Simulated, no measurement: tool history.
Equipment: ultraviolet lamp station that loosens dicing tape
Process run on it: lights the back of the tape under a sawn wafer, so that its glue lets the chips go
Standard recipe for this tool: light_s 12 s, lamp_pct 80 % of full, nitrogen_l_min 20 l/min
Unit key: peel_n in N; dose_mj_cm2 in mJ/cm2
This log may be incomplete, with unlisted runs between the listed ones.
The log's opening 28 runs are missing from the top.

run,day,light_s,lamp_pct,nitrogen_l_min,peel_n,dose_mj_cm2
29,69.733,12,77,13,1.218,332
30,72.112,12,77,13,1.296,327
31,75.158,10,90,13,1.358,312
32,77.829,10,90,13,1.494,299
# day 78.746: lamp changed
33,80.583,10,90,13,0.991,369
34,83.629,10,90,13,1.079,360
# day 84.800: window cleaned of glue's vapour
35,85.729,10,90,13,0.838,401
36,88.271,12,94,14,0.467,486
37,90.242,23,88,9,0.151,856
38,92.983,23,88,9,0.156,837
39,95.654,10,80,24,0.751,324
40,97.658,12,90,20,0.428,428
41,100.033,12,98,7,1.130,459
42,102.383,12,98,7,1.182,448
43,103.829,24,98,36,0.063,876
# day 104.029: window cleaned of glue's vapour
44,105.704,9,88,15,1.189,324

What if the next run were any one of these 3? Each begins from the tool's condition after run 44:
A,109.017,19,70,8,?,?
B,109.017,15,80,20,?,?
C,109.017,6,99,14,?,?

run,peel_n,dose_mj_cm2
A,0.650,532
B,0.309,473
C,2.097,239
Without the tool's hidden state the same runs would have given:
run,peel_n,dose_mj_cm2
A,0.457,606
B,0.211,539
C,1.690,272

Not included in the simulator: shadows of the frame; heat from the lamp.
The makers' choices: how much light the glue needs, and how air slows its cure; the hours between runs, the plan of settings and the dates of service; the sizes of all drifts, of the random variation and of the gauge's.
